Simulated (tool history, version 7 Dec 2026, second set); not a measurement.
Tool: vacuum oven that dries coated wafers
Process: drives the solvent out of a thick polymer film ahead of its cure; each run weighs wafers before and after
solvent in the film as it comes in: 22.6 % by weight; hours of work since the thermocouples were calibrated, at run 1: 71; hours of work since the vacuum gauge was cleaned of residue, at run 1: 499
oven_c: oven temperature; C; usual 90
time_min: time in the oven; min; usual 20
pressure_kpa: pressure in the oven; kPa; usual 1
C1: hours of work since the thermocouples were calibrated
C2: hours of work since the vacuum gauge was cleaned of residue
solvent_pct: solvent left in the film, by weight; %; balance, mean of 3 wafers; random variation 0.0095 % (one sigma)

Run 1, hour 0: usual settings; C1 71; C2 499. Result: solvent_pct 1.135 %.
Run 2, hour 21.7: usual settings but oven_c 101 C; C1 82; C2 510. Result: solvent_pct 0.371 %.
Run 3, hour 49.9: usual settings but oven_c 101 C; C1 96; C2 524. Result: solvent_pct 0.379 %.
Run 4, hour 86.7: usual settings; C1 115; C2 543. Result: solvent_pct 1.136 %.
Run 5, hour 105.5: usual settings but oven_c 83 C; C1 125; C2 552. Result: solvent_pct 2.649 %.
Run 6, hour 145.7: usual settings but oven_c 83 C; C1 145; C2 573. Result: solvent_pct 2.642 %.
Run 7, hour 172.7: usual settings but oven_c 83 C; C1 159; C2 587. Result: solvent_pct 2.651 %.
Run 8, hour 192.8: usual settings but oven_c 83 C; C1 169; C2 597. Result: solvent_pct 2.629 %.
Run 9, hour 225.3: usual settings but oven_c 83 C; C1 186; C2 614. Result: solvent_pct 2.626 %.
Run 10, hour 259.7: usual settings but oven_c 83 C, pressure_kpa 2.82 kPa; C1 203; C2 631. Result: solvent_pct 3.5 %.
Run 11, hour 276: usual settings but oven_c 83 C, pressure_kpa 2.82 kPa; C1 212; C2 639. Result: solvent_pct 3.504 %.
Run 12, hour 311.7: usual settings but oven_c 83 C, time_min 17 min, pressure_kpa 2.82 kPa; C1 230; C2 658. Result: solvent_pct 4.216 %.
Run 13, hour 331.4: usual settings; C1 240; C2 668. Result: solvent_pct 1.114 %.
Run 14, hour 365.9: usual settings; C1 258; C2 685. Result: solvent_pct 1.12 %.
Run 15, hour 401.6: usual settings; C1 276; C2 703. Result: solvent_pct 1.127 %.
Run 16, hour 425.5: usual settings but oven_c 84 C; C1 288; C2 716. Result: solvent_pct 2.307 %.
Run 17, hour 452.8: usual settings; C1 302; C2 730. Result: solvent_pct 1.115 %.
Run 18, hour 490.9: usual settings; C1 321; C2 749. Result: solvent_pct 1.094 %.
Run 19, hour 523.8: usual settings but pressure_kpa 3.63 kPa; C1 338; C2 766. Result: solvent_pct 2.148 %.
Run 20, hour 552.3: usual settings but pressure_kpa 3.63 kPa; C1 353; C2 780. Result: solvent_pct 2.154 %.
Run 21, hour 591.4: usual settings but pressure_kpa 3.63 kPa; C1 373; C2 800. Result: solvent_pct 2.163 %.
Run 22, hour 624.6: usual settings but pressure_kpa 3.63 kPa; C1 390; C2 817. Result: solvent_pct 2.137 %.
Run 23, hour 641.4: usual settings but pressure_kpa 3.63 kPa; C1 398; C2 826. Result: solvent_pct 2.145 %.
Run 24, hour 666.2: usual settings but pressure_kpa 3.63 kPa; C1 411; C2 838. Result: solvent_pct 2.141 %.
Run 25, hour 706.7: usual settings but oven_c 100 C, time_min 16 min, pressure_kpa 2.28 kPa; C1 432; C2 859. Result: solvent_pct 0.876 %.
Run 26, hour 734.9: usual settings but oven_c 100 C, time_min 16 min, pressure_kpa 2.28 kPa; C1 446; C2 873. Result: solvent_pct 0.884 %.
Run 27, hour 764.6: usual settings but oven_c 103 C, pressure_kpa 1.55 kPa; C1 461; C2 889. Result: solvent_pct 0.496 %.
Run 28, hour 795.4: usual settings but oven_c 103 C, pressure_kpa 0.99 kPa; C1 477; C2 904. Result: solvent_pct 0.361 %.
Run 29, hour 822.3: usual settings but oven_c 103 C, pressure_kpa 0.99 kPa; C1 490; C2 918. Result: solvent_pct 0.371 %.
Run 30, hour 840.2: usual settings but oven_c 85 C, time_min 12 min, pressure_kpa 1.01 kPa; C1 500; C2 927. Result: solvent_pct 4.344 %.
Run 31, hour 879.5: usual settings but oven_c 99 C; C1 520; C2 947. Result: solvent_pct 0.452 %.
At hour 884.1: oven's thermocouples calibrated.
Run 32, hour 912.4: usual settings but oven_c 99 C, time_min 10 min, pressure_kpa 1.28 kPa; C1 14; C2 963. Result: solvent_pct 1.314 %.
Run 33, hour 928.8: usual settings but oven_c 99 C, pressure_kpa 1.64 kPa; C1 23; C2 971. Result: solvent_pct 0.633 %.
Run 34, hour 959.4: usual settings but oven_c 91 C, time_min 26 min, pressure_kpa 1.64 kPa; C1 38; C2 987. Result: solvent_pct 0.929 %.
Run 35, hour 976: usual settings but oven_c 91 C, time_min 26 min, pressure_kpa 0.99 kPa; C1 47; C2 995. Result: solvent_pct 0.689 %.
Run 36, hour 998.2: usual settings but oven_c 100 C; C1 58; C2 1007. Result: solvent_pct 0.427 %.
Run 37, hour 1014.6: usual settings but oven_c 87 C, time_min 29 min, pressure_kpa 0.7 kPa; C1 67; C2 1015. Result: solvent_pct 0.745 %.
At hour 1038.2: oven's thermocouples calibrated, once more.
Run 38, hour 1042.1: usual settings but oven_c 83 C, time_min 29 min, pressure_kpa 0.69 kPa; C1 2; C2 1028. Result: solvent_pct 1.448 %.
Run 39, hour 1064.6: usual settings but oven_c 83 C, time_min 29 min, pressure_kpa 0.69 kPa; C1 13; C2 1040. Result: solvent_pct 1.461 %.
Run 40, hour 1101: usual settings but oven_c 83 C, time_min 29 min, pressure_kpa 0.69 kPa; C1 32; C2 1058. Result: solvent_pct 1.473 %.
Run 41, hour 1124.4: usual settings but time_min 13 min; C1 44; C2 1070. Result: solvent_pct 2.711 %.
Run 42, hour 1146.1: usual settings but oven_c 81 C, time_min 22 min, pressure_kpa 1.18 kPa; C1 55; C2 1081. Result: solvent_pct 3.166 %.
Run 43, hour 1183.9: usual settings but oven_c 81 C, time_min 13 min, pressure_kpa 1.18 kPa; C1 74; C2 1101. Result: solvent_pct 6.116 %.
Run 44, hour 1205.1: usual settings but oven_c 81 C, time_min 13 min, pressure_kpa 1.18 kPa; C1 85; C2 1111. Result: solvent_pct 6.123 %.
At hour 1239.8: vacuum gauge cleaned of residue and calibrated.
Run 45, hour 1239.8: usual settings but pressure_kpa 3.02 kPa; C1 102; C2 0. Result: solvent_pct 1.881 %.
Run 46, hour 1259.2: usual settings but oven_c 98 C, time_min 24 min, pressure_kpa 3.02 kPa; C1 112; C2 10. Result: solvent_pct 0.974 %.
Run 47, hour 1286.9: usual settings but oven_c 98 C, time_min 24 min, pressure_kpa 3.02 kPa; C1 126; C2 24. Result: solvent_pct 0.96 %.
Run 48, hour 1318.4: usual settings but pressure_kpa 3.2 kPa; C1 142; C2 40. Result: solvent_pct 1.952 %.

Some steps in solvent_pct between neighbouring runs. How much of each would the tool show without its hidden state too (settings, what came in, random variation), and how much is left for the hidden state, with any gauge scatter that isn't in both results?
The hidden state here: true wafer temperature over the reading, C; true pressure over the reading, kPa; drift of the gauge itself on solvent_pct, %.
Run 29 -> 30: oven_c 103 -> 85, time_min 20 -> 12, pressure_kpa 0.99 -> 1.01. solvent_pct +3.973 %: hidden state -0.338, all else +4.311.
Run 30 -> 31: oven_c 85 -> 99, time_min 12 -> 20, pressure_kpa 1.01 -> 1. solvent_pct -3.892 %: hidden state +0.342, all else -4.234.
Run 44 -> 45: oven_c 81 -> 90, time_min 13 -> 20, pressure_kpa 1.18 -> 3.02, vacuum gauge cleaned of residue and calibrated. solvent_pct -4.242 %: hidden state -0.246, all else -3.996.
